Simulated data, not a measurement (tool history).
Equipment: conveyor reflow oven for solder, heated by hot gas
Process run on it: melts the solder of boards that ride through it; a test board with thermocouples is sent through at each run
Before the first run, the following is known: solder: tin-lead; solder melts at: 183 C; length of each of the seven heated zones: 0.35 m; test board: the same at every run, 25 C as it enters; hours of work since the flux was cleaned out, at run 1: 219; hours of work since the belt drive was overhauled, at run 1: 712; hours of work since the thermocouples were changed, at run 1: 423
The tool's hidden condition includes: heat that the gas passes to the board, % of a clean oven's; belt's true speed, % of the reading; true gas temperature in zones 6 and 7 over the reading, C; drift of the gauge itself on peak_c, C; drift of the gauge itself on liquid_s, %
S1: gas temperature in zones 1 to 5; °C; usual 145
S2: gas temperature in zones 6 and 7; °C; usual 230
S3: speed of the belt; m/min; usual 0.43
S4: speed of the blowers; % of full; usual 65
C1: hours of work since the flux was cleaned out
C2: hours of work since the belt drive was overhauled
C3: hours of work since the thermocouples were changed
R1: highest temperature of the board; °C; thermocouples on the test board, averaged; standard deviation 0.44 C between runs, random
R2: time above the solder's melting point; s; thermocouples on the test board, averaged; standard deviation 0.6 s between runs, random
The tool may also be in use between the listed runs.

run,hour,S1,S2,S3,S4,C1,C2,C3,R1,R2
1,0,145,230,0.43,65,219,712,423,212.9,73.6
2,60,145,230,0.494,65,257,750,461,206.9,57.1
3,111.9,145,230,0.494,65,290,783,494,207.6,55.8
4,180.6,145,230,0.494,65,333,826,538,206.7,55
# hour 200.1: flux residue cleaned out of gas plates and filters
5,227.3,145,230,0.494,65,17,853,564,211.6,61.4
6,272.3,145,230,0.43,66,46,881,593,214.7,77.9
7,331.3,145,230,0.497,66,83,919,630,210.2,60.2
8,380.1,145,230,0.497,66,114,950,661,209.5,59.6
9,454.4,145,244,0.497,66,161,997,708,220.3,69.9
10,512.8,145,244,0.497,66,198,1034,745,220.4,69
11,585.9,145,244,0.497,66,245,1080,791,220.1,69.9
# hour 603: belt drive overhauled, speed set with a stopwatch
12,625.3,145,230,0.43,65,267,14,814,210.9,70.4
13,681.7,145,230,0.43,65,303,50,850,211.2,69
# hour 750.5: flux residue cleaned out of gas plates and filters
14,750.5,145,230,0.43,65,0,90,890,212.8,72.9
15,825.8,142,230,0.43,65,48,138,938,212.8,71.3
16,879.8,142,230,0.43,65,82,172,972,212.4,69.5
17,941.6,143,230,0.372,64,121,212,1011,216.3,87.2
18,998.4,143,230,0.372,64,157,248,1047,215.7,87.6
19,1073.7,152,223,0.507,68,205,295,1095,202.7,52.1
20,1135.2,152,223,0.507,68,244,334,1134,202.4,51.1
21,1172.7,152,228,0.507,88,268,358,1158,208.9,59.7
22,1238.5,140,229,0.507,88,310,400,1200,207.3,52.3
# hour 1268.6: thermocouples of zones 6 and 7 changed
# hour 1299: flux residue cleaned out of gas plates and filters
23,1314.1,145,230,0.343,65,10,444,26,220.3,102.9
24,1370.5,145,230,0.424,87,45,479,62,219.1,81.1
25,1423.2,145,230,0.424,87,79,513,95,218.3,80.2
26,1476.4,144,230,0.347,69,113,546,129,220.7,99.9
27,1548.2,145,230,0.43,66,158,592,174,213.6,74
28,1586.4,145,230,0.43,66,182,616,198,213.6,74.2
29,1647.1,145,230,0.43,66,221,655,237,213.8,72.4
30,1686.5,145,230,0.465,65,246,680,262,211,62.8

3 ways to go on from here, each from the tool as it stands after run 30. What would each give?
A,1733.3,135,229,0.465,74,276,709,292,?,?
B,1733.3,149,230,0.351,65,276,709,292,?,?
C,1733.3,131,230,0.43,65,276,709,292,?,?

run,R1,R2
A,207.7,56.1
B,219.7,101.4
C,209.5,61.8
Take away the tool's hidden state, keep each run's random variation, and the runs would have read:
run,R1,R2
A,211.2,59.9
B,222,102.3
C,212.8,65.4
